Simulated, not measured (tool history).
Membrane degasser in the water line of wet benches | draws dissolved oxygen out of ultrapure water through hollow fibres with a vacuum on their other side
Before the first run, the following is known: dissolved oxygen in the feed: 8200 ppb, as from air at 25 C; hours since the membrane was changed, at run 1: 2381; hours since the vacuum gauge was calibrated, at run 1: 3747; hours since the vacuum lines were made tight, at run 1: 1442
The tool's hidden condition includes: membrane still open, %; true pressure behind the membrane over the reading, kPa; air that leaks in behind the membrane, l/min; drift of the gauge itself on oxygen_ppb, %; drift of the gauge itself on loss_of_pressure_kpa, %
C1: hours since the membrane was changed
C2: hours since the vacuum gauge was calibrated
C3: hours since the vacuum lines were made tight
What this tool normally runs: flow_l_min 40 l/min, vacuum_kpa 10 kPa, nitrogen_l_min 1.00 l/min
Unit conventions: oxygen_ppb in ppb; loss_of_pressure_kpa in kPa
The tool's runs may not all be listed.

run 1 hour=0.0 | flow_l_min=40 vacuum_kpa=10 nitrogen_l_min=1.00 | C1=2381 C2=3747 C3=1442 | oxygen_ppb=677.7 loss_of_pressure_kpa=44.04
run 2 hour=82.7 | flow_l_min=40 vacuum_kpa=10 nitrogen_l_min=1.00 | C1=2464 C2=3830 C3=1525 | oxygen_ppb=689.8 loss_of_pressure_kpa=44.36
run 3 hour=143.3 | flow_l_min=40 vacuum_kpa=10 nitrogen_l_min=1.00 | C1=2524 C2=3890 C3=1586 | oxygen_ppb=684.4 loss_of_pressure_kpa=44.28
run 4 hour=209.2 | flow_l_min=40 vacuum_kpa=10 nitrogen_l_min=1.00 | C1=2590 C2=3956 C3=1652 | oxygen_ppb=692.7 loss_of_pressure_kpa=44.45
run 5 hour=290.7 | flow_l_min=40 vacuum_kpa=10 nitrogen_l_min=1.00 | C1=2672 C2=4038 C3=1733 | oxygen_ppb=681.8 loss_of_pressure_kpa=44.25
run 6 hour=333.9 | flow_l_min=31 vacuum_kpa=10 nitrogen_l_min=1.00 | C1=2715 C2=4081 C3=1776 | oxygen_ppb=501.2 loss_of_pressure_kpa=34.17
run 7 hour=410.3 | flow_l_min=31 vacuum_kpa=10 nitrogen_l_min=1.00 | C1=2791 C2=4157 C3=1853 | oxygen_ppb=510.1 loss_of_pressure_kpa=34.09
-- hour=433.1 vacuum gauge calibrated
run 8 hour=490.8 | flow_l_min=31 vacuum_kpa=10 nitrogen_l_min=1.00 | C1=2871 C2=58 C3=1933 | oxygen_ppb=519.3 loss_of_pressure_kpa=34.23
run 9 hour=546.2 | flow_l_min=31 vacuum_kpa=10 nitrogen_l_min=1.00 | C1=2927 C2=113 C3=1988 | oxygen_ppb=517.0 loss_of_pressure_kpa=34.28
run 10 hour=595.8 | flow_l_min=31 vacuum_kpa=10 nitrogen_l_min=1.00 | C1=2976 C2=163 C3=2038 | oxygen_ppb=521.6 loss_of_pressure_kpa=34.64
run 11 hour=647.8 | flow_l_min=52 vacuum_kpa=10 nitrogen_l_min=1.00 | C1=3028 C2=215 C3=2090 | oxygen_ppb=933.0 loss_of_pressure_kpa=57.75
run 12 hour=694.5 | flow_l_min=52 vacuum_kpa=10 nitrogen_l_min=1.00 | C1=3075 C2=261 C3=2136 | oxygen_ppb=925.3 loss_of_pressure_kpa=57.72
run 13 hour=766.8 | flow_l_min=52 vacuum_kpa=10 nitrogen_l_min=1.00 | C1=3147 C2=334 C3=2209 | oxygen_ppb=933.0 loss_of_pressure_kpa=58.07
-- hour=843.4 vacuum gauge calibrated, once more
run 14 hour=849.9 | flow_l_min=52 vacuum_kpa=10 nitrogen_l_min=1.00 | C1=3230 C2=6 C3=2291 | oxygen_ppb=901.4 loss_of_pressure_kpa=57.84
run 15 hour=886.9 | flow_l_min=52 vacuum_kpa=10 nitrogen_l_min=1.00 | C1=3267 C2=43 C3=2328 | oxygen_ppb=900.2 loss_of_pressure_kpa=57.85
run 16 hour=966.9 | flow_l_min=52 vacuum_kpa=10 nitrogen_l_min=1.00 | C1=3347 C2=123 C3=2408 | oxygen_ppb=911.2 loss_of_pressure_kpa=58.20
run 17 hour=1011.4 | flow_l_min=26 vacuum_kpa=10 nitrogen_l_min=1.48 | C1=3392 C2=168 C3=2453 | oxygen_ppb=304.1 loss_of_pressure_kpa=29.02
run 18 hour=1074.9 | flow_l_min=59 vacuum_kpa=10 nitrogen_l_min=1.48 | C1=3455 C2=231 C3=2516 | oxygen_ppb=889.0 loss_of_pressure_kpa=65.51

Run 19, settings as shown, results not yet in. Your forecast:
run 19 hour=1114.2 | flow_l_min=59 vacuum_kpa=10 nitrogen_l_min=1.48 | C1=3494 C2=271 C3=2556 | oxygen_ppb=? loss_of_pressure_kpa=?

Run 19 yielded oxygen_ppb 904.5 ppb, loss_of_pressure_kpa 65.66 kPa.
Without the tool's hidden state the same run would have given oxygen_ppb 854.8 ppb, loss_of_pressure_kpa 62.82 kPa.
